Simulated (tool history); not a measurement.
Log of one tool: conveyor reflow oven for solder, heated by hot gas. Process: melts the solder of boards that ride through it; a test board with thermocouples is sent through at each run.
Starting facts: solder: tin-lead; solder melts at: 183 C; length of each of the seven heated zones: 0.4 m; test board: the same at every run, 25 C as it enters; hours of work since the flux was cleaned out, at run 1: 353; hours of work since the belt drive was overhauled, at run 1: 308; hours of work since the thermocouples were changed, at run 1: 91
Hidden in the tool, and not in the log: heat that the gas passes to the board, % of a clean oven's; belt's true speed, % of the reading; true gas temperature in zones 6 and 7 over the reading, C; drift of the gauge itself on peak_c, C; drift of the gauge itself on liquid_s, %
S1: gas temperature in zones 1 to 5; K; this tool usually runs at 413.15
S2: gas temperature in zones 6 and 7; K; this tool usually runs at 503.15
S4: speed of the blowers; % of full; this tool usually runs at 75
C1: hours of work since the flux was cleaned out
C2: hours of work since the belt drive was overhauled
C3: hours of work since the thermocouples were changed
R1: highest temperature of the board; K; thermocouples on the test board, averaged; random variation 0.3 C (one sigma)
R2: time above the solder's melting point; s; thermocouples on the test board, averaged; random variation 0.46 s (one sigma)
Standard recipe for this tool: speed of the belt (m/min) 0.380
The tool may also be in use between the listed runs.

Run 1, hour 0.0: usual settings; C1 353; C2 308; C3 91. Result: R1 485.35 K, R2 87.4 s.
Run 2, hour 10.5: usual settings; C1 358; C2 313; C3 96. Result: R1 484.85 K, R2 87.0 s.
Run 3, hour 19.2: usual settings but S4 69 % of full; C1 362; C2 317; C3 100. Result: R1 483.55 K, R2 84.8 s.
Run 4, hour 25.9: usual settings but S4 69 % of full; C1 365; C2 320; C3 103. Result: R1 483.85 K, R2 85.0 s.
Run 5, hour 36.9: usual settings but S4 69 % of full; C1 370; C2 325; C3 108. Result: R1 483.65 K, R2 85.5 s.
Run 6, hour 45.9: usual settings but S4 69 % of full; C1 374; C2 329; C3 112. Result: R1 483.45 K, R2 85.4 s.
Run 7, hour 51.2: usual settings but speed of the belt (m/min) 0.328, S4 69 % of full; C1 376; C2 332; C3 115. Result: R1 488.15 K, R2 109.2 s.
Run 8, hour 59.9: usual settings but speed of the belt (m/min) 0.328, S4 69 % of full; C1 380; C2 336; C3 119. Result: R1 488.25 K, R2 108.8 s.
Run 9, hour 66.2: usual settings; C1 383; C2 339; C3 122. Result: R1 484.35 K, R2 87.6 s.
Run 10, hour 74.2: usual settings; C1 387; C2 342; C3 126. Result: R1 484.75 K, R2 86.7 s.
At hour 89.6: flux residue cleaned out of gas plates and filters.
Run 11, hour 89.6: usual settings; C1 0; C2 347; C3 130. Result: R1 482.05 K, R2 81.9 s.
Run 12, hour 96.9: usual settings but S1 398.15 K; C1 3; C2 351; C3 134. Result: R1 477.95 K, R2 66.4 s.
Run 13, hour 101.9: usual settings; C1 6; C2 353; C3 136. Result: R1 481.65 K, R2 81.4 s.
Run 14, hour 109.5: usual settings but S4 64 % of full; C1 9; C2 356; C3 140. Result: R1 480.05 K, R2 77.2 s.
At hour 122.9: flux residue cleaned out of gas plates and filters, once more.
Run 15, hour 124.0: usual settings but S2 513.15 K; C1 1; C2 361; C3 144. Result: R1 496.65 K, R2 103.4 s.
Run 16, hour 133.6: usual settings; C1 5; C2 365; C3 148. Result: R1 487.65 K, R2 93.7 s.
Run 17, hour 140.6: usual settings but S2 511.15 K, S4 79 % of full; C1 8; C2 368; C3 152. Result: R1 495.75 K, R2 102.5 s.
Run 18, hour 152.2: usual settings but S2 506.15 K, speed of the belt (m/min) 0.450, S4 64 % of full; C1 14; C2 374; C3 157. Result: R1 482.75 K, R2 69.0 s.
Run 19, hour 163.1: usual settings but S2 506.15 K, speed of the belt (m/min) 0.450, S4 64 % of full; C1 19; C2 379; C3 162. Result: R1 482.05 K, R2 69.4 s.
Run 20, hour 168.3: usual settings but S2 497.15 K, speed of the belt (m/min) 0.459, S4 52 % of full; C1 21; C2 381; C3 165. Result: R1 471.55 K, R2 48.5 s.
Run 21, hour 173.8: usual settings but S1 417.15 K, speed of the belt (m/min) 0.368; C1 24; C2 384; C3 167. Result: R1 489.15 K, R2 101.8 s.

Run 22, settings as shown, results not yet in. Your forecast:
Run 22, hour 179.2: usual settings but S1 417.15 K, speed of the belt (m/min) 0.368; C1 26; C2 386; C3 170. Result: R1 ?, R2 ?.

Run 22 yielded R1 489.65 K, R2 102.2 s.
If the tool had no hidden condition, the same run with the same run-to-run variation would have returned R1 489.85 K, R2 101.4 s.

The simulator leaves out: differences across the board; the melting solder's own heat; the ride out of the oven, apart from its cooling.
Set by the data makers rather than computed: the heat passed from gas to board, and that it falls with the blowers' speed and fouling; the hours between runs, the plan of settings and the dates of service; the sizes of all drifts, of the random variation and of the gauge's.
